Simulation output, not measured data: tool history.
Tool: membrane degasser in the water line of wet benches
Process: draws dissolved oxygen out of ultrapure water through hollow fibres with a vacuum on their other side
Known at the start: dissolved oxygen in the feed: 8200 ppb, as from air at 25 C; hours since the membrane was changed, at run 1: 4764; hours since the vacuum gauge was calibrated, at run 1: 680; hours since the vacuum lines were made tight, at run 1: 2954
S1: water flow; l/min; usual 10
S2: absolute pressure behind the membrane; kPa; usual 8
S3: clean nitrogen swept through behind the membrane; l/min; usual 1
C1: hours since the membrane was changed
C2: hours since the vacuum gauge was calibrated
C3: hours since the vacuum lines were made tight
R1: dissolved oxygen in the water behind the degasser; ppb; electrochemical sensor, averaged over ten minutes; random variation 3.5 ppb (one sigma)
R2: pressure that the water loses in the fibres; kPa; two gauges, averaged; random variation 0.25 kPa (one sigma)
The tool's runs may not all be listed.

run    hour  S1     S2    S3    C1    C2    C3     R1     R2
  1       0  10      8     1  4764   680  2954  348.8  66.61
  2    62.5  10      8     1  4827   743  3017  345.5  66.29
  3   146.1  10      8     1  4911   826  3100  348.5  66.66
  4   237.1  10      8     1  5002   917  3191  348.2  66.16
  5   370.5  10      8     1  5135  1051  3325  345.8   66.7
  6   513.2  10      8  1.01  5278  1193  3467  342.3  66.19
  7   579.4  10      8  1.01  5344  1259  3534  353.4  66.69
  8   712.2  10      8  1.01  5477  1392  3666  342.6   65.8
  9   794.6  10      8  1.01  5559  1475  3749  346.7   66.4
 10   925.2  10      8  1.01  5690  1605  3879  347.5  66.44
 11  1027.7  10      8     1  5792  1708  3982  351.1  66.75
 12  1140.3  10      8     1  5905  1820  4095  344.2  66.41
 13  1243.6   6      8     1  6008  1924  4198  146.2  39.62
 14  1386.6  10      8     1  6151  2067  4341  348.5  66.31
 15  1529.2   6      8     1  6294  2209  4483  147.1   39.8
 16    1610   6      8     1  6374  2290  4564  146.4  40.13
 17  1749.5   6      8   2.1  6514  2430  4704  110.2  39.85
 18  1815.5   6      8   2.1  6580  2496  4770  108.8   39.7
 19  1926.1   6      8   2.1  6691  2606  4880  112.4   39.8
 20  2010.7   6      8   2.1  6775  2691  4965  109.3  39.67
 21  2114.6   9   7.69     1  6879  2795  5069  291.2  59.85
 22  2211.5   9   7.69     1  6976  2892  5166  285.3  59.62
 23  2294.1  13  17.62  0.59  7059  2974  5248  977.8  85.84
 24  2371.3  13  11.48  0.55  7136  3051  5326  782.8  85.81

Run 25 comes next. What will it give?
 25  2515.8  10  7.64   1  7280  3196  5470   ?   ?

{"run 25": {"R1": 339.8, "R2": 66.58}}
Without the tool's hidden state the same run would have given R1 338.8 ppb, R2 66.5 kPa.
